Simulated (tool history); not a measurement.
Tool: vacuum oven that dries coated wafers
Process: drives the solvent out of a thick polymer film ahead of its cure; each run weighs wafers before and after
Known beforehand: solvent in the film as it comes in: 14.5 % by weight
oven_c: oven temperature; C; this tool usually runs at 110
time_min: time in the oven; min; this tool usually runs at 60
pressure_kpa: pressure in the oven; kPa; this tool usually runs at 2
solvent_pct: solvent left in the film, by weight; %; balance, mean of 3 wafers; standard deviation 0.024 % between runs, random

run 1 hour=0 | oven_c=110 time_min=60 pressure_kpa=2 | solvent_pct=1.73
run 2 hour=67.2 | oven_c=110 time_min=60 pressure_kpa=2 | solvent_pct=1.79
run 3 hour=140.1 | oven_c=110 time_min=60 pressure_kpa=2 | solvent_pct=1.8
run 4 hour=192.9 | oven_c=110 time_min=60 pressure_kpa=2 | solvent_pct=1.86
run 5 hour=232.1 | oven_c=110 time_min=60 pressure_kpa=2.05 | solvent_pct=1.8
run 6 hour=278.4 | oven_c=110 time_min=44 pressure_kpa=2.05 | solvent_pct=2.77
run 7 hour=367.7 | oven_c=110 time_min=44 pressure_kpa=2.05 | solvent_pct=2.85
run 8 hour=418.3 | oven_c=110 time_min=44 pressure_kpa=2.05 | solvent_pct=2.82
run 9 hour=457.1 | oven_c=110 time_min=44 pressure_kpa=2.05 | solvent_pct=2.91
run 10 hour=534.5 | oven_c=110 time_min=60 pressure_kpa=2 | solvent_pct=1.93
run 11 hour=619 | oven_c=110 time_min=60 pressure_kpa=2 | solvent_pct=1.93
run 12 hour=694.8 | oven_c=110 time_min=60 pressure_kpa=7.69 | solvent_pct=3.84
run 13 hour=744.9 | oven_c=110 time_min=56 pressure_kpa=2 | solvent_pct=2.16
run 14 hour=790 | oven_c=110 time_min=56 pressure_kpa=2 | solvent_pct=2.18
run 15 hour=862.8 | oven_c=110 time_min=34 pressure_kpa=2 | solvent_pct=4.03
run 16 hour=933.3 | oven_c=110 time_min=34 pressure_kpa=2 | solvent_pct=4.06
run 17 hour=975.8 | oven_c=106 time_min=34 pressure_kpa=2 | solvent_pct=5.14
run 18 hour=1063.9 | oven_c=106 time_min=34 pressure_kpa=2 | solvent_pct=5.19
run 19 hour=1146.1 | oven_c=121 time_min=34 pressure_kpa=2 | solvent_pct=1.58
run 20 hour=1213.6 | oven_c=110 time_min=60 pressure_kpa=2 | solvent_pct=2.08
run 21 hour=1299 | oven_c=110 time_min=60 pressure_kpa=2 | solvent_pct=1.6
run 22 hour=1356.8 | oven_c=110 time_min=60 pressure_kpa=2 | solvent_pct=1.65
run 23 hour=1403.3 | oven_c=110 time_min=60 pressure_kpa=2 | solvent_pct=1.63
run 24 hour=1479.3 | oven_c=110 time_min=60 pressure_kpa=2 | solvent_pct=1.67
run 25 hour=1568.5 | oven_c=115 time_min=47 pressure_kpa=1.84 | solvent_pct=1.39
run 26 hour=1653 | oven_c=99 time_min=60 pressure_kpa=2 | solvent_pct=4.43
run 27 hour=1735.3 | oven_c=119 time_min=60 pressure_kpa=2 | solvent_pct=0.76
run 28 hour=1813.2 | oven_c=120 time_min=35 pressure_kpa=1.43 | solvent_pct=1.24
run 29 hour=1881.6 | oven_c=120 time_min=61 pressure_kpa=1.91 | solvent_pct=0.63
run 30 hour=1925.2 | oven_c=111 time_min=57 pressure_kpa=2 | solvent_pct=1.69
run 31 hour=2011.9 | oven_c=107 time_min=48 pressure_kpa=2.59 | solvent_pct=3.39
run 32 hour=2078 | oven_c=114 time_min=78 pressure_kpa=3.29 | solvent_pct=1.25
run 33 hour=2162.4 | oven_c=114 time_min=78 pressure_kpa=3.29 | solvent_pct=1.25
run 34 hour=2215.3 | oven_c=114 time_min=78 pressure_kpa=3.29 | solvent_pct=1.26
run 35 hour=2278.7 | oven_c=123 time_min=42 pressure_kpa=1.38 | solvent_pct=0.65
run 36 hour=2366.2 | oven_c=117 time_min=35 pressure_kpa=2 | solvent_pct=2.03
run 37 hour=2411.8 | oven_c=110 time_min=85 pressure_kpa=2 | solvent_pct=1.18
run 38 hour=2456.9 | oven_c=117 time_min=93 pressure_kpa=1.3 | solvent_pct=0.43
run 39 hour=2493.4 | oven_c=96 time_min=65 pressure_kpa=1.24 | solvent_pct=5.05
run 40 hour=2559.6 | oven_c=110 time_min=35 pressure_kpa=5.36 | solvent_pct=4.74
run 41 hour=2638.3 | oven_c=110 time_min=51 pressure_kpa=2 | solvent_pct=2.46
run 42 hour=2686.2 | oven_c=108 time_min=60 pressure_kpa=3.05 | solvent_pct=2.76
run 43 hour=2761.8 | oven_c=107 time_min=45 pressure_kpa=3.84 | solvent_pct=4.26
run 44 hour=2799.1 | oven_c=125 time_min=104 pressure_kpa=6.1 | solvent_pct=1.37
run 45 hour=2853.8 | oven_c=125 time_min=104 pressure_kpa=6.1 | solvent_pct=1.46
run 46 hour=2903.8 | oven_c=98 time_min=49 pressure_kpa=2.14 | solvent_pct=6
run 47 hour=2966.5 | oven_c=98 time_min=49 pressure_kpa=2.14 | solvent_pct=6.08

Not shown: 3 entries that the log had between the listed runs. Between which runs, and how does the tool's hidden state differ before and after?
Between runs 14 and 15: vacuum gauge cleaned of residue and calibrated (hour 795.6)
  true wafer temperature over the reading, C: -2.02 -> -2.11; true pressure over the reading, kPa: 0.088 -> 0.152
  measured result minus the result with no hidden state, solvent_pct: +0.42 -> +0.62 %
Between runs 19 and 20: vacuum gauge cleaned of residue and calibrated, once more (hour 1177.1)
  true wafer temperature over the reading, C: -2.47 -> -2.56; true pressure over the reading, kPa: 0.174 -> 0.013
  measured result minus the result with no hidden state, solvent_pct: +0.41 -> +0.47 %
Between runs 20 and 21: oven's thermocouples calibrated (hour 1299)
  true wafer temperature over the reading, C: -2.56 -> -0.21; true pressure over the reading, kPa: 0.013 -> 0.02
  measured result minus the result with no hidden state, solvent_pct: +0.47 -> +0.04 %

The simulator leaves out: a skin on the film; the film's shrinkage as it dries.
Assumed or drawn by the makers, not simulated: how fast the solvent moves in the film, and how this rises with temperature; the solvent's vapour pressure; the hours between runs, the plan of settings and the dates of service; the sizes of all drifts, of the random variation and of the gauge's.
